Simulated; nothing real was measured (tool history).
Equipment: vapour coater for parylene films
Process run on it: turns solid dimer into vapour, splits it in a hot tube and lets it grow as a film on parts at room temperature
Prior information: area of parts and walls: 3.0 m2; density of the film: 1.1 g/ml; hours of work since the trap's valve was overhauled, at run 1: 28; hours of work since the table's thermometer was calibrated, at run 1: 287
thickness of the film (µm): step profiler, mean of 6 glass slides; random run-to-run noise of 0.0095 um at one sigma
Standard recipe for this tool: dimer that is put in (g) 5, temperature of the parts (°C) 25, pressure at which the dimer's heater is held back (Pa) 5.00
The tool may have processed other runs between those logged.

run	day	dimer that is put in (g)	temperature of the parts (°C)	pressure at which the dimer's heater is held back (Pa)	hours of work since the trap's valve was overhauled	hours of work since the table's thermometer was calibrated	thickness of the film (µm)
1	0.000	5	25	5.00	28	287	0.901
2	0.846	5	25	5.00	37	295	0.909
3	1.671	5	25	5.00	46	304	0.913
4	2.142	5	25	11.13	50	309	0.733
5	2.625	5	25	11.13	55	314	0.743
6	3.262	5	25	11.13	62	320	0.735
7	3.704	3	25	5.00	67	325	0.541
8	4.175	3	25	5.00	71	330	0.543
9	5.017	3	25	5.00	80	338	0.549
10	5.788	5	18	5.00	88	346	1.083
11	6.675	6	18	5.00	97	355	1.306
12	7.479	6	18	5.00	105	364	1.289
13	8.404	5	25	2.32	115	373	1.086
14	9.129	5	25	2.32	122	381	1.103
15	9.542	5	25	2.32	127	385	1.092
16	10.525	5	25	2.32	137	395	1.104
17	11.125	5	25	5.00	143	401	0.916
18	11.975	5	25	5.00	152	410	0.909
19	12.467	5	25	5.00	157	415	0.907
20	13.146	5	18	10.78	164	422	0.908
21	13.721	5	18	10.78	170	428	0.883

Predict the results of run 22:
22	14.338	5	18	10.78	176	434	?

Run 22 came out at thickness of the film (µm) 0.892.
With the hidden condition absent and the run-to-run variation left alone, this run would have shown thickness of the film (µm) 0.893.
